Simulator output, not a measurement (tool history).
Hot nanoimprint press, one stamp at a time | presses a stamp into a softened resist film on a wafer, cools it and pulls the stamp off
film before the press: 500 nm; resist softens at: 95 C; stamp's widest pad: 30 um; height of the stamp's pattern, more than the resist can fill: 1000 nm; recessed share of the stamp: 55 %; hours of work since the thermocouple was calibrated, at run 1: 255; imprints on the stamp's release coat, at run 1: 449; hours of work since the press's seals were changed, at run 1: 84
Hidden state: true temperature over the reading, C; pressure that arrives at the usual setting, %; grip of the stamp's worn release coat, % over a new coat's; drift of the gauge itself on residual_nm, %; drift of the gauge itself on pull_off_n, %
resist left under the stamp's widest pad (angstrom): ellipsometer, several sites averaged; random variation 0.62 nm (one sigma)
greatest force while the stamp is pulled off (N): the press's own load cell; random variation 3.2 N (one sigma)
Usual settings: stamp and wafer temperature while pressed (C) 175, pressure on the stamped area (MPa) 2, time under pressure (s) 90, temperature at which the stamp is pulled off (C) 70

run,hour,stamp and wafer temperature while pressed (C),pressure on the stamped area (MPa),time under pressure (s),temperature at which the stamp is pulled off (C),hours of work since the thermocouple was calibrated,imprints on the stamp's release coat,hours of work since the press's seals were changed,resist left under the stamp's widest pad (angstrom),greatest force while the stamp is pulled off (N)
1,0,175,2,90,70,255,449,84,2693,224
2,9.4,163,2,90,70,262,494,91,3866,224
# hour 21.1: stamp cleaned and given a new release coat
3,21.6,163,2,90,70,266,2,96,3876,199
4,31.9,163,2,90,70,274,52,103,3882,199
5,43.6,163,1.3,90,70,283,109,112,4302,196
6,52.9,163,1.3,90,70,290,154,119,4319,204
# hour 61.6: plate thermocouple calibrated
7,66.3,163,1.3,90,70,4,205,127,4299,212
8,75.6,163,1.3,90,70,11,250,134,4304,202
9,87.1,163,1.3,90,70,19,306,143,4283,214
10,99.1,175,2,90,58,28,365,152,2666,281
11,107.7,175,2,90,58,35,406,159,2659,273
12,118.9,175,2.33,90,58,43,461,167,2465,286
13,125,175,2.33,90,58,48,491,172,2455,288
# hour 131.9: plate thermocouple calibrated, once more
14,134.1,175,2.33,90,58,2,520,176,2588,307
# hour 141.2: stamp cleaned and given a new release coat
15,152.2,175,2,117,70,11,53,185,2585,203
16,160.9,175,2,90,70,17,96,192,2790,204
17,169.3,172,2.72,45,63,24,136,198,3235,236
18,176,168,2,163,70,29,169,203,2977,210
19,187.6,168,2,163,70,38,225,212,2971,210
20,194.8,168,2,163,70,43,261,218,2973,217
21,206.9,168,2,163,70,52,320,227,2980,217
22,214.5,168,2,163,70,58,356,233,2975,221
23,222.1,168,2,163,70,64,393,238,2969,222
24,232.2,175,2.63,64,62,71,443,246,2679,269
25,241.1,181,1.89,61,70,78,486,253,2627,222
# hour 254.6: stamp cleaned and given a new release coat
26,258.6,170,2,71,70,87,20,261,3436,196
27,270.7,169,2,143,59,96,79,271,2968,256
28,280.5,165,1.93,169,75,103,127,278,3285,177
29,289,165,1.93,63,75,110,168,285,4054,180
30,297.1,165,1.93,63,75,116,207,291,4035,182
31,308.6,178,2.58,84,57,125,263,299,2231,274

The same runs without the tool's hidden state, with the same run-to-run variation:
run,resist left under the stamp's widest pad (angstrom),greatest force while the stamp is pulled off (N)
1,2770,200
2,3947,198
3,3958,204
4,3967,200
5,4366,195
6,4385,200
7,4386,206
8,4392,194
9,4373,202
10,2784,259
11,2779,248
12,2579,256
13,2571,256
14,2580,263
15,2583,201
16,2790,199
17,3228,228
18,2982,201
19,2978,198
20,2981,202
21,2990,199
22,2987,200
23,2982,199
24,2681,238
25,2639,194
26,3454,197
27,2989,252
28,3312,172
29,4076,174
30,4059,174
31,2240,256
